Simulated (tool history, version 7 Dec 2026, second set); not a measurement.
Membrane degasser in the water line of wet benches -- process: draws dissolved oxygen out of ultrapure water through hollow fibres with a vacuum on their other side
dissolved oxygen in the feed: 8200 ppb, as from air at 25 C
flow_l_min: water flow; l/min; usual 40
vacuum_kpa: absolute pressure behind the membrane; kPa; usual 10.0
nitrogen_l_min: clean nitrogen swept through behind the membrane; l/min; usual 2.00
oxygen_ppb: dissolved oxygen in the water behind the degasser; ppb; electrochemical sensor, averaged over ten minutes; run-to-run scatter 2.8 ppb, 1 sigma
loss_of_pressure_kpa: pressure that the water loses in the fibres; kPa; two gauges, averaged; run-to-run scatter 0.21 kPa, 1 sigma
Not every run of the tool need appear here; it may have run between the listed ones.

run,day,flow_l_min,vacuum_kpa,nitrogen_l_min,oxygen_ppb,loss_of_pressure_kpa
1,0.000,40,10.0,2.00,332.4,49.60
2,1.783,40,10.0,1.03,542.7,49.50
3,3.883,40,10.0,1.03,544.3,49.13
4,5.621,40,10.0,1.03,544.9,49.08
5,8.396,40,10.0,1.03,546.9,49.63
6,10.667,40,10.0,1.03,538.4,49.81
7,14.175,40,10.0,1.03,544.8,49.70
8,17.525,40,10.0,1.03,548.5,49.86
9,20.629,40,13.9,1.03,801.5,49.53
10,24.238,40,13.9,1.03,812.0,49.81
11,27.025,40,6.7,2.00,196.2,49.58
12,30.304,40,6.7,2.00,198.3,49.92
13,32.283,40,9.5,2.00,313.7,49.96
14,34.896,40,10.0,1.60,398.0,49.22
15,36.733,40,10.0,1.60,394.2,50.07
16,38.712,40,10.0,1.63,392.4,49.51
17,42.175,40,10.0,1.63,390.5,50.02
18,44.562,40,10.0,1.93,344.2,49.82
19,46.562,42,10.0,4.98,186.0,51.89
20,49.446,25,15.0,1.43,454.9,30.99
21,51.708,25,15.0,1.43,450.0,31.16
22,54.296,49,19.7,5.13,445.7,61.29
23,56.271,40,23.6,2.00,877.5,49.88
24,59.325,40,23.6,2.00,864.6,50.27
# day 60.879: vacuum gauge calibrated
25,62.204,40,10.0,5.54,158.9,49.73
26,64.108,52,6.4,0.87,446.6,65.15
27,66.388,40,6.2,1.29,233.6,50.38
28,69.996,58,6.2,1.29,411.0,72.58
29,72.496,52,7.5,0.86,557.5,65.04
30,75.092,40,10.9,2.00,366.6,50.09
31,78.038,61,11.4,4.40,446.3,76.49
32,81.521,28,9.5,3.31,133.5,34.97

Forecast each of these 3 alternatives for the next run:
A,84.754,26,9.5,0.96,?,?
B,84.754,40,10.0,4.25,?,?
C,84.754,26,9.5,0.95,?,?

run,oxygen_ppb,loss_of_pressure_kpa
A,354.4,32.45
B,190.4,50.40
C,359.7,32.69
Take away the tool's hidden state, keep each run's random variation, and the runs would have read:
run,oxygen_ppb,loss_of_pressure_kpa
A,354.2,31.38
B,183.7,48.76
C,359.6,31.62
